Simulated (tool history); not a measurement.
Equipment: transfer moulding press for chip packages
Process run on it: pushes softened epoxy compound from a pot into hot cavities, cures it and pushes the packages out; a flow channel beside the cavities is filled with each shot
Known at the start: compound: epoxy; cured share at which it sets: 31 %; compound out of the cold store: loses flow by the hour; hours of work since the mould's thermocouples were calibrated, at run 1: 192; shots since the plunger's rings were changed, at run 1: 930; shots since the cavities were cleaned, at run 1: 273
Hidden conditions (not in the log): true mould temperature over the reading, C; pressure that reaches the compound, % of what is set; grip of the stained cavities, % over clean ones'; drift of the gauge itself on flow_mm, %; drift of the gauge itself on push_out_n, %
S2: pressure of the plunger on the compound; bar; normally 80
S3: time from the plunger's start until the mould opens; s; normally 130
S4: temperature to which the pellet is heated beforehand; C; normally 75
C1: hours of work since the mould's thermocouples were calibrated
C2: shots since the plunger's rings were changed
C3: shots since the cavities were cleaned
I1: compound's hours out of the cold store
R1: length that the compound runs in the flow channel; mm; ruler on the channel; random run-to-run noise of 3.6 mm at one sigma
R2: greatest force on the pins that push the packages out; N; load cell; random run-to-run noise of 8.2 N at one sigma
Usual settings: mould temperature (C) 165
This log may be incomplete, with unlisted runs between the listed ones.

run 1 hour=0 | mould_temperature_(C)=165 S2=80 S3=130 S4=75 | C1=192 C2=930 C3=273 | I1=42.7 | R1=659 R2=468
run 2 hour=11.4 | mould_temperature_(C)=165 S2=80 S3=130 S4=75 | C1=197 C2=1005 C3=348 | I1=25.5 | R1=707 R2=522
run 3 hour=21.6 | mould_temperature_(C)=165 S2=80 S3=130 S4=75 | C1=202 C2=1073 C3=416 | I1=17.1 | R1=738 R2=587
run 4 hour=40 | mould_temperature_(C)=165 S2=80 S3=130 S4=75 | C1=210 C2=1195 C3=538 | I1=36.4 | R1=675 R2=595
run 5 hour=53.8 | mould_temperature_(C)=165 S2=80 S3=130 S4=75 | C1=217 C2=1287 C3=630 | I1=29.3 | R1=693 R2=639
-- hour=65 cavities cleaned with cleaning compound and waxed
run 6 hour=72.3 | mould_temperature_(C)=165 S2=61 S3=130 S4=75 | C1=224 C2=1399 C3=48 | I1=18.4 | R1=635 R2=413
run 7 hour=89.2 | mould_temperature_(C)=165 S2=61 S3=130 S4=75 | C1=232 C2=1512 C3=161 | I1=20.1 | R1=635 R2=475
run 8 hour=100.4 | mould_temperature_(C)=165 S2=61 S3=130 S4=75 | C1=237 C2=1586 C3=235 | I1=13.4 | R1=654 R2=501
run 9 hour=110.6 | mould_temperature_(C)=165 S2=70.9 S3=130 S4=75 | C1=242 C2=1654 C3=303 | I1=47 | R1=611 R2=515
run 10 hour=124.9 | mould_temperature_(C)=165 S2=70.9 S3=130 S4=75 | C1=248 C2=1749 C3=398 | I1=27.7 | R1=659 R2=574
run 11 hour=142.8 | mould_temperature_(C)=165 S2=70.9 S3=130 S4=84 | C1=256 C2=1868 C3=517 | I1=47.9 | R1=604 R2=592
-- hour=146.5 mould's thermocouples calibrated
run 12 hour=154.7 | mould_temperature_(C)=165 S2=80 S3=130 S4=75 | C1=4 C2=1934 C3=583 | I1=43.2 | R1=662 R2=609
run 13 hour=169.5 | mould_temperature_(C)=165 S2=80 S3=130 S4=75 | C1=10 C2=2032 C3=681 | I1=42.1 | R1=652 R2=631
-- hour=173.2 cavities cleaned with cleaning compound and waxed
run 14 hour=184.1 | mould_temperature_(C)=165 S2=80 S3=130 S4=75 | C1=16 C2=2119 C3=73 | I1=26.9 | R1=705 R2=423
run 15 hour=194.6 | mould_temperature_(C)=165 S2=80 S3=130 S4=75 | C1=21 C2=2189 C3=143 | I1=32.2 | R1=689 R2=448
run 16 hour=212.5 | mould_temperature_(C)=169 S2=61 S3=130 S4=81 | C1=29 C2=2307 C3=261 | I1=23.1 | R1=611 R2=456
run 17 hour=222.3 | mould_temperature_(C)=169 S2=61 S3=130 S4=81 | C1=34 C2=2372 C3=326 | I1=30.4 | R1=599 R2=475
-- hour=227.9 mould's thermocouples calibrated, once more
run 18 hour=234.2 | mould_temperature_(C)=165 S2=86.1 S3=126 S4=75 | C1=3 C2=2438 C3=392 | I1=21.1 | R1=745 R2=580
run 19 hour=247.8 | mould_temperature_(C)=158 S2=80 S3=117 S4=75 | C1=9 C2=2528 C3=482 | I1=37.4 | R1=691 R2=1151
run 20 hour=259.7 | mould_temperature_(C)=172 S2=80 S3=130 S4=75 | C1=15 C2=2608 C3=562 | I1=42.8 | R1=630 R2=531
run 21 hour=273.7 | mould_temperature_(C)=165 S2=85.1 S3=130 S4=70 | C1=21 C2=2700 C3=654 | I1=33.4 | R1=701 R2=652
-- hour=281.3 cavities cleaned with cleaning compound and waxed
run 22 hour=289.9 | mould_temperature_(C)=166 S2=80 S3=130 S4=73 | C1=28 C2=2798 C3=57 | I1=26.4 | R1=698 R2=385
run 23 hour=298.2 | mould_temperature_(C)=165 S2=80 S3=151 S4=84 | C1=31 C2=2853 C3=112 | I1=34.1 | R1=678 R2=392
run 24 hour=315.3 | mould_temperature_(C)=165 S2=80 S3=151 S4=84 | C1=39 C2=2967 C3=226 | I1=12.5 | R1=739 R2=423
run 25 hour=327.6 | mould_temperature_(C)=161 S2=62.1 S3=120 S4=78 | C1=45 C2=3049 C3=308 | I1=33.2 | R1=607 R2=761
run 26 hour=337.2 | mould_temperature_(C)=160 S2=89.7 S3=119 S4=75 | C1=49 C2=3112 C3=371 | I1=26.6 | R1=753 R2=928
run 27 hour=351.5 | mould_temperature_(C)=160 S2=89.7 S3=119 S4=75 | C1=56 C2=3207 C3=466 | I1=38.6 | R1=720 R2=921

Each row is a separate what-if for the run after 27, all from the same tool condition, not one after another. Results?
run A hour=369.7 | mould_temperature_(C)=173 S2=88.1 S3=149 S4=75 | C1=64 C2=3328 C3=587 | I1=37.9 | R1=? R2=?
run B hour=369.7 | mould_temperature_(C)=157 S2=92.7 S3=119 S4=75 | C1=64 C2=3328 C3=587 | I1=19.6 | R1=? R2=?
run C hour=369.7 | mould_temperature_(C)=163 S2=89.7 S3=118 S4=74 | C1=64 C2=3328 C3=587 | I1=43.9 | R1=? R2=?

run=A R1=673 R2=501
run=B R1=801 R2=1325
run=C R1=691 R2=790
Stripped of hidden state, with their random variation kept, the same runs would have yielded:
run=A R1=689 R2=294
run=B R1=820 R2=773
run=C R1=707 R2=462
